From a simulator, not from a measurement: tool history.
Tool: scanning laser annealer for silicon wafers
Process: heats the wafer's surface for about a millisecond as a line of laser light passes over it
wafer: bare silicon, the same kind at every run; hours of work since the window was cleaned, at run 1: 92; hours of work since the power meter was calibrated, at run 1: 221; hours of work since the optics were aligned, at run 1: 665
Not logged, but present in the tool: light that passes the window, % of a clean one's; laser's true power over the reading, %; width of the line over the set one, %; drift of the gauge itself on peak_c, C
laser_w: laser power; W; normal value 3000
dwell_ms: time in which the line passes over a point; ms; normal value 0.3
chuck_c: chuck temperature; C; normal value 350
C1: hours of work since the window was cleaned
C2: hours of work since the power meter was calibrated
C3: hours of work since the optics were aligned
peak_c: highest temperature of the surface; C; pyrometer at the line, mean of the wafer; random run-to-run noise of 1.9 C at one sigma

run 1 hour=0 | laser_w=3000 dwell_ms=0.3 chuck_c=350 | C1=92 C2=221 C3=665 | peak_c=1167
run 2 hour=11.8 | laser_w=3000 dwell_ms=0.3 chuck_c=350 | C1=98 C2=227 C3=671 | peak_c=1166
run 3 hour=21.9 | laser_w=3000 dwell_ms=0.315 chuck_c=350 | C1=103 C2=232 C3=676 | peak_c=1185
run 4 hour=33.5 | laser_w=3000 dwell_ms=0.315 chuck_c=350 | C1=109 C2=238 C3=682 | peak_c=1185
run 5 hour=39.5 | laser_w=3000 dwell_ms=0.315 chuck_c=350 | C1=112 C2=241 C3=685 | peak_c=1181
run 6 hour=50 | laser_w=3000 dwell_ms=0.315 chuck_c=350 | C1=118 C2=246 C3=691 | peak_c=1184
run 7 hour=60.7 | laser_w=2724 dwell_ms=0.331 chuck_c=349 | C1=123 C2=252 C3=696 | peak_c=1128
run 8 hour=67.8 | laser_w=3000 dwell_ms=0.3 chuck_c=368 | C1=127 C2=256 C3=700 | peak_c=1178
run 9 hour=73.3 | laser_w=3270 dwell_ms=0.25 chuck_c=339 | C1=129 C2=258 C3=703 | peak_c=1156
run 10 hour=84.4 | laser_w=2700 dwell_ms=0.3 chuck_c=345 | C1=135 C2=264 C3=708 | peak_c=1084
run 11 hour=94.5 | laser_w=2948 dwell_ms=0.3 chuck_c=345 | C1=140 C2=269 C3=714 | peak_c=1147
run 12 hour=100.7 | laser_w=2686 dwell_ms=0.3 chuck_c=377 | C1=144 C2=273 C3=717 | peak_c=1113

4 options for the next run, each taken on its own from the tool as it stands now. Forecast them:
run A hour=108.7 | laser_w=3000 dwell_ms=0.354 chuck_c=350 | C1=148 C2=277 C3=721 | peak_c=?
run B hour=108.7 | laser_w=2686 dwell_ms=0.282 chuck_c=327 | C1=148 C2=277 C3=721 | peak_c=?
run C hour=108.7 | laser_w=2827 dwell_ms=0.319 chuck_c=341 | C1=148 C2=277 C3=721 | peak_c=?
run D hour=108.7 | laser_w=2941 dwell_ms=0.304 chuck_c=381 | C1=148 C2=277 C3=721 | peak_c=?

run=A peak_c=1229
run=B peak_c=1041
run=C peak_c=1136
run=D peak_c=1186
With the hidden condition removed and each run's random variation left untouched, the same runs would have given:
run=A peak_c=1229
run=B peak_c=1042
run=C peak_c=1136
run=D peak_c=1186
